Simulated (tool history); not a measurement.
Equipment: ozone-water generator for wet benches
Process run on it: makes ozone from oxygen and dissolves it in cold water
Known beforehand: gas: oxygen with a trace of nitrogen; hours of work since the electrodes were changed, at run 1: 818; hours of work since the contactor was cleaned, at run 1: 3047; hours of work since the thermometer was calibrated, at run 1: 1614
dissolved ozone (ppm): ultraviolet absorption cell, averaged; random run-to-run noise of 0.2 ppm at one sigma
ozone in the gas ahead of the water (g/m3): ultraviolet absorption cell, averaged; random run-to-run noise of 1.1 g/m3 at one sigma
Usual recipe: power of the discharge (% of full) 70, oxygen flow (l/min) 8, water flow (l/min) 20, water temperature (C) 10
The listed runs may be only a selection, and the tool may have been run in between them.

run	day	power of the discharge (% of full)	oxygen flow (l/min)	water flow (l/min)	water temperature (C)	hours of work since the electrodes were changed	hours of work since the contactor was cleaned	hours of work since the thermometer was calibrated	dissolved ozone (ppm)	ozone in the gas ahead of the water (g/m3)
1	0	70	8	20	10	818	3047	1614	29.6	187.1
2	5.633	70	8	20	10	917	3145	1712	29.4	188.2
3	10.917	70	4.15	20	10	1009	3237	1805	29.8	274.3
4	13.975	70	8	14	10	1062	3291	1858	38.7	187.6
5	18.071	70	8	14	10	1134	3362	1930	38.9	189.5
6	21.262	70	8	20	10	1190	3418	1985	29.3	188.5
7	25.292	70	8	20	10	1260	3488	2056	29.5	188.2
8	31.275	70	14.2	15	10	1365	3593	2160	32.8	132.5
9	37.067	70	14.2	15	10	1466	3694	2262	32.4	133.6
10	41.054	70	14.2	15	10	1536	3764	2331	32.4	133.8
# day 44.392: contactor cleaned
11	46.679	70	14.2	30	7	1631	40	2427	21.1	134.4
12	51.096	66	14.2	17	7	1708	117	2504	30.2	126.4

Consider 4 possible next runs. They are alternatives, not a sequence: every one starts from the tool as it was left by run 12. What does each give?
A	55.371	70	14.36	20	17	1783	192	2579	?	?
B	55.371	55	8	26	12	1783	192	2579	?	?
C	55.371	66	5.86	17	8	1783	192	2579	?	?
D	55.371	43	11.08	17	10	1783	192	2579	?	?

run	dissolved ozone (ppm)	ozone in the gas ahead of the water (g/m3)
A	23.5	134
B	18.2	149.9
C	33.8	211.1
D	20.4	101.1
With no hidden state in the tool, these same runs would have given:
run	dissolved ozone (ppm)	ozone in the gas ahead of the water (g/m3)
A	23.6	134.1
B	18.2	150
C	33.8	211.2
D	20.4	101.2
